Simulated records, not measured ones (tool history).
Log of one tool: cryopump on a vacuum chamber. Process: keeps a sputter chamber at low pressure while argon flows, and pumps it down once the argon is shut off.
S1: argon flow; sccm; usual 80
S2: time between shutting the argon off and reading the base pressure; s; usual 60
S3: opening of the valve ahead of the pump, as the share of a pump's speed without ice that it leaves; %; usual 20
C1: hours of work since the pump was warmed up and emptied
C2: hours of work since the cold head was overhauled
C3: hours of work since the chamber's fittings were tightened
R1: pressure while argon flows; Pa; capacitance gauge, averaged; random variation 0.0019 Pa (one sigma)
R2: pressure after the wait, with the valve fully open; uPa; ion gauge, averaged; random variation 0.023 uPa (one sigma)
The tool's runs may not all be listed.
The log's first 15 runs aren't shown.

{"run": 16, "hour": 390.1, "S1": 80, "S2": 60, "S3": 20, "C1": 493, "C2": 493, "C3": 900, "R1": 0.4625, "R2": 1.26}
{"run": 17, "hour": 418.1, "S1": 80, "S2": 60, "S3": 20, "C1": 515, "C2": 515, "C3": 922, "R1": 0.4618, "R2": 1.27}
{"run": 18, "hour": 442.5, "S1": 80, "S2": 60, "S3": 20, "C1": 535, "C2": 535, "C3": 942, "R1": 0.4625, "R2": 1.29}
{"run": 19, "hour": 476.4, "S1": 80, "S2": 111, "S3": 20, "C1": 563, "C2": 563, "C3": 970, "R1": 0.4645, "R2": 1.12}
{"run": 20, "hour": 504.0, "S1": 80, "S2": 111, "S3": 20, "C1": 585, "C2": 585, "C3": 992, "R1": 0.4667, "R2": 1.11}
{"run": 21, "hour": 529.5, "S1": 80, "S2": 111, "S3": 20, "C1": 606, "C2": 606, "C3": 1013, "R1": 0.4709, "R2": 1.09}
{"run": 22, "hour": 543.3, "S1": 80, "S2": 111, "S3": 20, "C1": 617, "C2": 617, "C3": 1024, "R1": 0.4673, "R2": 1.13}
{"run": 23, "hour": 561.2, "S1": 124, "S2": 60, "S3": 23, "C1": 632, "C2": 632, "C3": 1039, "R1": 0.6364, "R2": 1.41}
{"run": 24, "hour": 587.4, "S1": 124, "S2": 92, "S3": 45, "C1": 653, "C2": 653, "C3": 1060, "R1": 0.3428, "R2": 1.19}

Forecast run 25:
{"run": 25, "hour": 612.9, "S1": 124, "S2": 24, "S3": 31, "C1": 674, "C2": 674, "C3": 1081, "R1": "?", "R2": "?"}

{"run 25": {"R1": 0.4851, "R2": 2.28}}
Without the tool's hidden state the same run would have given R1 0.4484 Pa, R2 1.57 uPa.
